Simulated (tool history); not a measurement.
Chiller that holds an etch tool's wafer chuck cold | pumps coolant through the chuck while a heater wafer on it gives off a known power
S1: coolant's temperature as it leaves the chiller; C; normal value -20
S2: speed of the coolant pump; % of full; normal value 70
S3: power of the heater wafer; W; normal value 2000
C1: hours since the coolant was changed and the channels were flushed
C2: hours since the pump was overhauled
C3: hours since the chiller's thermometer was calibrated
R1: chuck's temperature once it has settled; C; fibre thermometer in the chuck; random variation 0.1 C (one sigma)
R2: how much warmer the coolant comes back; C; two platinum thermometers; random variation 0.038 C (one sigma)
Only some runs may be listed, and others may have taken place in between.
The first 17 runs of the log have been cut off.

{"run": 18, "hour": 1399.8, "S1": -20, "S2": 85, "S3": 1908, "C1": 4176, "C2": 3738, "C3": 1044, "R1": -5.7, "R2": 5.7}
{"hour": 1427.6, "done": "gauge calibrated"}
{"run": 19, "hour": 1483.3, "S1": -11, "S2": 89, "S3": 1582, "C1": 4260, "C2": 3821, "C3": 1127, "R1": 0.3, "R2": 4.69}
{"run": 20, "hour": 1538.1, "S1": -20, "S2": 83, "S3": 1382, "C1": 4314, "C2": 3876, "C3": 1182, "R1": -9.6, "R2": 4.45}
{"run": 21, "hour": 1605.3, "S1": -26, "S2": 70, "S3": 2386, "C1": 4381, "C2": 3943, "C3": 1249, "R1": -4.4, "R2": 9.29}
{"run": 22, "hour": 1715.4, "S1": -26, "S2": 70, "S3": 2386, "C1": 4492, "C2": 4053, "C3": 1359, "R1": -4.3, "R2": 9.24}
{"run": 23, "hour": 1772.0, "S1": -26, "S2": 70, "S3": 2386, "C1": 4548, "C2": 4110, "C3": 1416, "R1": -4.3, "R2": 9.31}
{"run": 24, "hour": 1822.5, "S1": -26, "S2": 66, "S3": 2050, "C1": 4599, "C2": 4160, "C3": 1466, "R1": -6.2, "R2": 8.5}
{"run": 25, "hour": 1896.0, "S1": -28, "S2": 81, "S3": 1379, "C1": 4672, "C2": 4234, "C3": 1540, "R1": -17.1, "R2": 4.49}
{"run": 26, "hour": 2005.4, "S1": -16, "S2": 76, "S3": 2000, "C1": 4782, "C2": 4343, "C3": 1649, "R1": 0.5, "R2": 6.97}
{"run": 27, "hour": 2108.0, "S1": -26, "S2": 80, "S3": 1111, "C1": 4884, "C2": 4446, "C3": 1752, "R1": -17.2, "R2": 3.6}
{"run": 28, "hour": 2187.3, "S1": -17, "S2": 67, "S3": 1872, "C1": 4964, "C2": 4525, "C3": 1831, "R1": 0.8, "R2": 7.58}
{"run": 29, "hour": 2270.4, "S1": -20, "S2": 71, "S3": 1410, "C1": 5047, "C2": 4608, "C3": 1914, "R1": -7.5, "R2": 5.27}
{"run": 30, "hour": 2378.6, "S1": -20, "S2": 71, "S3": 1410, "C1": 5155, "C2": 4716, "C3": 2022, "R1": -7.5, "R2": 5.21}
{"run": 31, "hour": 2430.8, "S1": -16, "S2": 90, "S3": 1689, "C1": 5207, "C2": 4769, "C3": 2075, "R1": -4.2, "R2": 4.75}

Alternative continuations, all from the tool just after run 31; predict every row:
{"run": "A", "hour": 2517.9, "S1": -20, "S2": 62, "S3": 1132, "C1": 5294, "C2": 4856, "C3": 2162, "R1": "?", "R2": "?"}
{"run": "B", "hour": 2517.9, "S1": -20, "S2": 62, "S3": 2000, "C1": 5294, "C2": 4856, "C3": 2162, "R1": "?", "R2": "?"}
{"run": "C", "hour": 2517.9, "S1": -16, "S2": 90, "S3": 2701, "C1": 5294, "C2": 4856, "C3": 2162, "R1": "?", "R2": "?"}

run=A R1=-8.3 R2=4.82
run=B R1=0.5 R2=8.72
run=C R1=3.1 R2=7.71
What these runs would have given with no unlogged condition in the tool:
run=A R1=-8.3 R2=5.09
run=B R1=0.5 R2=8.99
run=C R1=3 R2=7.97
